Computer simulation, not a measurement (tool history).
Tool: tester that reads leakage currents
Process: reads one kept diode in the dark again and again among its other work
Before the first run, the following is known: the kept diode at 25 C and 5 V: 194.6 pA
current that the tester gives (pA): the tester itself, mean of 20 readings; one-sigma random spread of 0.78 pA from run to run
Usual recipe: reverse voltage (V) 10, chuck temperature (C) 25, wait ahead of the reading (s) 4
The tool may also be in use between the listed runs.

run,day,reverse voltage (V),chuck temperature (C),wait ahead of the reading (s),current that the tester gives (pA)
1,0,10,25,4,295.88
2,2.425,10,25,4,296.54
3,4.846,10,25,4,296
4,6.812,17.6,25,4,382.31
5,8.104,17.6,25,4,383.69
6,9.783,10,25,4,298.23
7,12.021,10,25,4,298.87
8,13.429,10,25,2.3,300.95
# day 15.05: chuck's temperature calibrated
9,15.708,10,25,0.58,269.09
10,17.021,10,25,4,266.96
11,19.029,10,25,4,266.85
12,20.642,10,25,4,265.78
13,22.079,10,25,4,267.23
14,23.558,10,25,4,268.11
15,25.325,10,25,4,269.11
16,26.5,10,22,4,210.5
17,27.738,5.1,22,4,156.86
18,29.371,5.1,22,4,157.16
19,31.1,10,30,4,402.5
20,32.321,10,30,4,403.05
21,34.646,10,30,4,405.47
22,35.971,9.6,24,1.33,245.76
23,38.317,1.8,25,1.56,130.32
24,40.404,1.8,25,1.56,130.96
25,42.183,4.8,32,1.21,350.73
# day 43.192: probe card cleaned and baked
26,44.275,4.8,32,1.21,346.48
27,45.508,1.2,32,3.38,194.99
28,47.838,1.2,32,3.38,195.67
29,49.708,3.6,49,7.05,1136.3
30,51.55,3.6,49,7.05,1136
31,53.117,3.6,49,7.05,1137.68
32,55.021,3.6,49,7.05,1134.23
33,56.579,10,36,0.3,658.64
34,58.017,7.5,28,8.52,302.14
35,59.829,4.3,28,8.52,240.31
36,61.417,4.3,28,8.52,241.67
37,62.496,4.3,28,8.52,241.29
38,64.562,4.3,28,8.52,241.75
39,65.7,4.9,34,8.52,417.46
40,67.05,4.9,34,8.52,416.31
41,69.292,4.9,34,8.52,417.75

Consider 3 possible next runs. They are alternatives, not a sequence: every one starts from the tool as it was left by run 41. What does each give?
A,71.475,8.9,23,0.49,?
B,71.475,2.8,25,5.59,?
C,71.475,1.5,31,0.95,?

run,current that the tester gives (pA)
A,221.08
B,158.23
C,202.44
Stripped of hidden state, with their random variation kept, the same runs would have yielded:
run,current that the tester gives (pA)
A,213.25
B,153.34
C,196.89

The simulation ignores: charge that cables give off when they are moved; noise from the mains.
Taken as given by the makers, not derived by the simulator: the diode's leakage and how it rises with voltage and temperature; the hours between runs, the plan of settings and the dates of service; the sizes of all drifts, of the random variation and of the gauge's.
